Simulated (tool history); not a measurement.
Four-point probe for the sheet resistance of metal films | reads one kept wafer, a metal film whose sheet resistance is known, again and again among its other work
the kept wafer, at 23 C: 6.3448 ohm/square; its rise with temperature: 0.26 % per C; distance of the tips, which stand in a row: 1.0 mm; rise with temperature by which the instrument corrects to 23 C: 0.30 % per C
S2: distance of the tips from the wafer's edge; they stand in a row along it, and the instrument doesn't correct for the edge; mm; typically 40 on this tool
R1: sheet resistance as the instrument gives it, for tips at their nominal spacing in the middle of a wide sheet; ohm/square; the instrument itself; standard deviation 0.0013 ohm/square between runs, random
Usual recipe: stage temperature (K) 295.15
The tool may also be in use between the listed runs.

run 1 day=0.000 | stage_temperature_(K)=295.15 S2=40 | R1=6.345951
run 2 day=1.067 | stage_temperature_(K)=295.15 S2=4 | R1=6.549798
run 3 day=2.138 | stage_temperature_(K)=303.15 S2=40 | R1=6.326308
run 4 day=3.608 | stage_temperature_(K)=303.15 S2=40 | R1=6.323159
run 5 day=4.629 | stage_temperature_(K)=303.15 S2=40 | R1=6.324541
run 6 day=6.058 | stage_temperature_(K)=303.15 S2=40 | R1=6.326229
run 7 day=7.533 | stage_temperature_(K)=303.15 S2=40 | R1=6.325255
run 8 day=8.592 | stage_temperature_(K)=303.15 S2=40 | R1=6.326054
run 9 day=9.729 | stage_temperature_(K)=303.15 S2=40 | R1=6.327744
run 10 day=11.079 | stage_temperature_(K)=295.15 S2=40 | R1=6.350708
run 11 day=12.221 | stage_temperature_(K)=295.15 S2=40 | R1=6.352322
run 12 day=13.250 | stage_temperature_(K)=292.15 S2=40 | R1=6.357724
run 13 day=14.671 | stage_temperature_(K)=292.15 S2=40 | R1=6.359898
run 14 day=15.921 | stage_temperature_(K)=292.15 S2=40 | R1=6.357579
run 15 day=16.629 | stage_temperature_(K)=292.15 S2=40 | R1=6.358487
run 16 day=18.079 | stage_temperature_(K)=294.15 S2=40 | R1=6.354961
run 17 day=19.262 | stage_temperature_(K)=294.15 S2=40 | R1=6.354502
run 18 day=20.521 | stage_temperature_(K)=294.15 S2=40 | R1=6.355302
run 19 day=21.429 | stage_temperature_(K)=295.15 S2=40 | R1=6.352462
run 20 day=22.229 | stage_temperature_(K)=305.15 S2=9 | R1=6.365250
run 21 day=22.975 | stage_temperature_(K)=295.15 S2=51 | R1=6.351480
run 22 day=23.746 | stage_temperature_(K)=295.15 S2=51 | R1=6.351764
run 23 day=24.550 | stage_temperature_(K)=306.15 S2=7 | R1=6.388226
run 24 day=25.650 | stage_temperature_(K)=306.15 S2=7 | R1=6.389704
run 25 day=27.000 | stage_temperature_(K)=294.15 S2=11 | R1=6.384882
run 26 day=27.675 | stage_temperature_(K)=291.15 S2=22 | R1=6.371901
run 27 day=28.333 | stage_temperature_(K)=291.15 S2=11 | R1=6.393279
run 28 day=29.229 | stage_temperature_(K)=291.15 S2=11 | R1=6.391646
run 29 day=30.629 | stage_temperature_(K)=294.15 S2=3 | R1=6.713031
run 30 day=31.579 | stage_temperature_(K)=302.15 S2=46 | R1=6.334000
run 31 day=32.775 | stage_temperature_(K)=302.15 S2=46 | R1=6.336291

Forecast run 32:
run 32 day=33.896 | stage_temperature_(K)=302.15 S2=7 | R1=?

Run 32 produced R1 6.403050 ohm/square.
Had the tool carried no hidden state, the very same run would have given R1 6.397668 ohm/square.
